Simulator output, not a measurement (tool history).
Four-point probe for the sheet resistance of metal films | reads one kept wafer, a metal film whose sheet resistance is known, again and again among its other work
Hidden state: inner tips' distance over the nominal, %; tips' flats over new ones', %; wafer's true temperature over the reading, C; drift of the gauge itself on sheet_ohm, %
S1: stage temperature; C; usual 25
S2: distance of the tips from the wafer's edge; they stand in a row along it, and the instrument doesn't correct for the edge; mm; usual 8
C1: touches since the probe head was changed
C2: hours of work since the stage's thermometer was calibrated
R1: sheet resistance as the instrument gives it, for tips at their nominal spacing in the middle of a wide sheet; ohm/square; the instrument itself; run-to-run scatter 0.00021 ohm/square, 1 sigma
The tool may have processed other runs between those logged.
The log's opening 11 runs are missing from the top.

run	hour	S1	S2	C1	C2	R1
12	363.4	25	8	13176	461	1.02331
13	389.3	25	29	13695	480	1.02021
14	426.6	20	8	14443	508	1.031754
15	447.5	25	8	14862	523	1.023651
16	481.6	25	8	15544	548	1.023307
17	505.4	25	8	16021	566	1.023363
18	525	34	4	16413	580	1.019892
19	558.6	26	4	17087	605	1.032526
20	578.3	24	58	17481	620	1.022283
21	605	20	28	18017	640	1.028743
22	627	18	17	18457	656	1.032466
23	657.6	25	50	19069	679	1.020286
24	691.3	18	19	19745	704	1.032385
25	728.8	28	41	20496	732	1.01588
26	766.3	28	41	21247	759	1.015853
27	800.5	28	41	21932	785	1.016092
28	827.9	20	6	22482	805	1.034615
29	852.6	24	6	22978	823	1.028501
30	877.5	23	13	23476	842	1.024958
31	913.4	30	4	24195	868	1.026264
32	939.6	23	11	24719	888	1.025636

Alternative continuations, all from the tool just after run 32; predict every row:
A	966.8	20	67	25264	908	?
B	966.8	26	32	25264	908	?
C	966.8	22	40	25264	908	?
D	966.8	23	66	25264	908	?

run	R1
A	1.029149
B	1.019723
C	1.025632
D	1.023656
Without the tool's unlogged condition, the same runs would have read:
run	R1
A	1.030215
B	1.020773
C	1.026692
D	1.024713
